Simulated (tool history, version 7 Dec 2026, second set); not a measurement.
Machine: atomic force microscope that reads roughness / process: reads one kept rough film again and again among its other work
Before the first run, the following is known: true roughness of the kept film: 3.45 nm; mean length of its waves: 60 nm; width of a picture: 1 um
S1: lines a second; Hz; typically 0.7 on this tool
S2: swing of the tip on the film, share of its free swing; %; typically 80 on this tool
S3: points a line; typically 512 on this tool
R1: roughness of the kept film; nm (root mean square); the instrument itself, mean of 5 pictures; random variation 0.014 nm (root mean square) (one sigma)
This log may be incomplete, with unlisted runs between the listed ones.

run 1 hour=0 | S1=0.7 S2=80 S3=512 | R1=3.245
run 2 hour=24.1 | S1=0.7 S2=80 S3=512 | R1=3.255
run 3 hour=50.2 | S1=0.7 S2=86 S3=512 | R1=3.217
run 4 hour=75.3 | S1=0.7 S2=86 S3=512 | R1=3.202
run 5 hour=99.1 | S1=0.7 S2=86 S3=512 | R1=3.198
-- hour=111.6 new tip fitted
run 6 hour=118.2 | S1=0.7 S2=80 S3=512 | R1=3.266
run 7 hour=142.7 | S1=0.7 S2=80 S3=512 | R1=3.236
run 8 hour=154.4 | S1=0.7 S2=80 S3=512 | R1=3.249
run 9 hour=176.8 | S1=0.7 S2=80 S3=512 | R1=3.248
run 10 hour=187.5 | S1=0.7 S2=80 S3=512 | R1=3.224
run 11 hour=209.5 | S1=0.7 S2=80 S3=522 | R1=3.247
-- hour=228.8 new tip fitted
run 12 hour=235.2 | S1=1.483 S2=80 S3=522 | R1=3.103
run 13 hour=256.4 | S1=0.7 S2=80 S3=512 | R1=3.248
run 14 hour=276.7 | S1=0.7 S2=80 S3=512 | R1=3.249
run 15 hour=288 | S1=0.7 S2=80 S3=512 | R1=3.245
run 16 hour=302.6 | S1=0.7 S2=80 S3=781 | R1=3.235
run 17 hour=325.6 | S1=0.7 S2=80 S3=781 | R1=3.249
run 18 hour=343.9 | S1=0.7 S2=80 S3=701 | R1=3.23
-- hour=345.8 new tip fitted
run 19 hour=358.4 | S1=0.7 S2=80 S3=512 | R1=3.234
run 20 hour=371.1 | S1=0.7 S2=80 S3=512 | R1=3.227
run 21 hour=383.9 | S1=0.7 S2=80 S3=512 | R1=3.249
run 22 hour=398.9 | S1=0.7 S2=80 S3=512 | R1=3.25
run 23 hour=420.5 | S1=0.7 S2=80 S3=512 | R1=3.229
run 24 hour=434.2 | S1=0.555 S2=80 S3=512 | R1=3.284
run 25 hour=445.9 | S1=0.555 S2=80 S3=512 | R1=3.252
-- hour=462.4 new tip fitted
run 26 hour=465.5 | S1=0.7 S2=80 S3=512 | R1=3.265
run 27 hour=478.4 | S1=0.7 S2=80 S3=512 | R1=3.243
run 28 hour=500.3 | S1=0.7 S2=80 S3=512 | R1=3.255
run 29 hour=522.2 | S1=2.895 S2=63 S3=639 | R1=3.159
run 30 hour=538.9 | S1=3.731 S2=80 S3=512 | R1=2.766
run 31 hour=556.8 | S1=3.731 S2=80 S3=512 | R1=2.746
run 32 hour=577.4 | S1=1.417 S2=80 S3=463 | R1=3.091
-- hour=579.3 new tip fitted
run 33 hour=591.3 | S1=1.417 S2=80 S3=463 | R1=3.103
run 34 hour=602 | S1=1.417 S2=80 S3=463 | R1=3.092
run 35 hour=616.8 | S1=0.7 S2=57 S3=504 | R1=3.359
run 36 hour=629.3 | S1=0.7 S2=57 S3=504 | R1=3.374
run 37 hour=648 | S1=2.846 S2=81 S3=362 | R1=2.837
run 38 hour=663.8 | S1=0.854 S2=82 S3=277 | R1=3.186
run 39 hour=689.2 | S1=0.854 S2=82 S3=277 | R1=3.192
-- hour=697.1 new tip fitted
run 40 hour=710.6 | S1=3.692 S2=82 S3=704 | R1=2.685
run 41 hour=731.9 | S1=2.346 S2=83 S3=821 | R1=2.901
run 42 hour=757.1 | S1=2.346 S2=83 S3=821 | R1=2.891
run 43 hour=767.9 | S1=3.27 S2=74 S3=406 | R1=2.964
run 44 hour=779.2 | S1=3.38 S2=80 S3=417 | R1=2.806
run 45 hour=801.2 | S1=0.546 S2=80 S3=463 | R1=3.26
-- hour=814.5 new tip fitted
run 46 hour=825.9 | S1=0.507 S2=61 S3=295 | R1=3.34
run 47 hour=851.9 | S1=0.507 S2=61 S3=295 | R1=3.335
run 48 hour=865.3 | S1=1.65 S2=64 S3=397 | R1=3.223
run 49 hour=875.9 | S1=1.65 S2=64 S3=397 | R1=3.237
run 50 hour=893.2 | S1=1.65 S2=86 S3=397 | R1=2.975
run 51 hour=915.7 | S1=1.079 S2=67 S3=663 | R1=3.284
-- hour=932.6 new tip fitted
run 52 hour=933.3 | S1=2.132 S2=85 S3=869 | R1=2.9
run 53 hour=947.3 | S1=0.695 S2=56 S3=512 | R1=3.331

Here are 4 independent what-if runs from the current tool condition. What would each one return?
run A hour=966.6 | S1=0.956 S2=72 S3=363 | R1=?
run B hour=966.6 | S1=0.93 S2=84 S3=682 | R1=?
run C hour=966.6 | S1=0.7 S2=62 S3=278 | R1=?
run D hour=966.6 | S1=3.919 S2=56 S3=512 | R1=?

run=A R1=3.258
run=B R1=3.167
run=C R1=3.309
run=D R1=3.197
Had the tool no hidden state, the same runs would have come out as:
run=A R1=3.262
run=B R1=3.17
run=C R1=3.312
run=D R1=3.2
